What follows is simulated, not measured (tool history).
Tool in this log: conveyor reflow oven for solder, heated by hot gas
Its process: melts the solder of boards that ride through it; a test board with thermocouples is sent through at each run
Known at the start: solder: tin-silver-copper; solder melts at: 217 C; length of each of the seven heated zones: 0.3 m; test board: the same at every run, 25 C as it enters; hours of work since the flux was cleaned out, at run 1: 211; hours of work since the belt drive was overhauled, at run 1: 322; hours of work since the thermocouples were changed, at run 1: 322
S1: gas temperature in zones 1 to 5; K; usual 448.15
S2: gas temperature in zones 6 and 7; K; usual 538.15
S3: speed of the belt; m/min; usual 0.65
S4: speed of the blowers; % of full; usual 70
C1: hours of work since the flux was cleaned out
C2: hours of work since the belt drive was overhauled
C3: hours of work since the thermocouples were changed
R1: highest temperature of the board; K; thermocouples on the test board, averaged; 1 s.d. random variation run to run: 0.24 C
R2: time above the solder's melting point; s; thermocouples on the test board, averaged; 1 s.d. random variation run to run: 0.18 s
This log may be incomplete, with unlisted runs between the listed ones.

run	hour	S1	S2	S3	S4	C1	C2	C3	R1	R2
1	0	448.15	538.15	0.65	70	211	322	322	520.55	38.3
2	19.7	448.15	538.15	0.65	70	223	334	334	520.45	38.3
3	38.9	448.15	538.15	0.65	70	235	346	346	520.65	37.9
4	50.6	448.15	537.15	0.65	70	242	353	353	519.15	37.6
5	68.4	448.15	537.15	0.65	70	253	364	364	519.35	37.9
6	80.6	448.15	537.15	0.65	70	261	372	372	519.55	37.6
7	105.9	448.15	538.15	0.65	70	276	388	388	520.75	38.3
8	122.4	448.15	538.15	0.65	70	287	398	398	520.15	38.2
9	142.1	448.15	538.15	0.65	70	299	410	410	520.25	38.2
10	155.3	448.15	538.15	0.65	70	307	418	418	520.15	38
11	168.3	448.15	538.15	0.65	70	315	426	426	520.05	38.4
12	194.7	448.15	538.15	0.65	70	331	442	442	520.95	38.5
13	215.2	448.15	538.15	0.65	70	344	455	455	519.95	38.3
14	232.2	448.15	538.15	0.65	70	354	465	465	520.15	38.7
# hour 240.9: flux residue cleaned out of gas plates and filters
15	253.7	448.15	538.15	0.65	70	8	476	476	520.35	38.1
16	276.6	448.15	538.15	0.65	70	22	490	490	520.25	38.1
17	289.5	448.15	538.15	0.65	70	30	498	498	520.25	38.5
18	313.2	452.15	543.15	0.771	87	45	512	512	524.95	35
19	331.9	461.15	537.15	0.577	53	56	524	524	520.15	47.1
20	356.6	455.15	529.15	0.531	70	71	539	539	519.45	50.5
21	374.9	442.15	538.15	0.65	70	83	550	550	519.35	36.1
22	399.1	455.15	536.15	0.65	70	98	565	565	520.25	40.1
23	420.1	455.15	536.15	0.65	70	110	578	578	519.85	40.3
24	432.8	455.15	536.15	0.65	70	118	586	586	520.25	40.2
25	458.1	448.15	539.15	0.738	70	134	602	602	516.85	30.6
26	473.8	448.15	538.15	0.65	83	144	611	611	523.65	41.4
27	499	443.15	538.15	0.695	83	159	627	627	520.85	35.1
28	517.7	458.15	538.15	0.695	78	171	638	638	522.15	40
29	531.6	452.15	534.15	0.739	70	179	647	647	513.65	30.1
30	549.2	453.15	552.15	0.65	70	190	658	658	532.85	45.9
31	570.9	453.15	552.15	0.526	55	203	671	671	534.65	58.3

Branching from run 31: 4 alternative next runs. What would each branch give?
A	589.9	436.15	552.15	0.617	79	215	683	683	?	?
B	589.9	440.15	552.15	0.526	55	215	683	683	?	?
C	589.9	453.15	552.15	0.629	55	215	683	683	?	?
D	589.9	461.15	539.15	0.526	67	215	683	683	?	?

run	R1	R2
A	534.85	45.3
B	532.95	53
C	528.45	45.1
D	528.25	58.3
What these runs would have given with no unlogged condition in the tool:
run	R1	R2
A	534.95	45.3
B	532.95	53
C	528.55	45.1
D	528.35	58.3
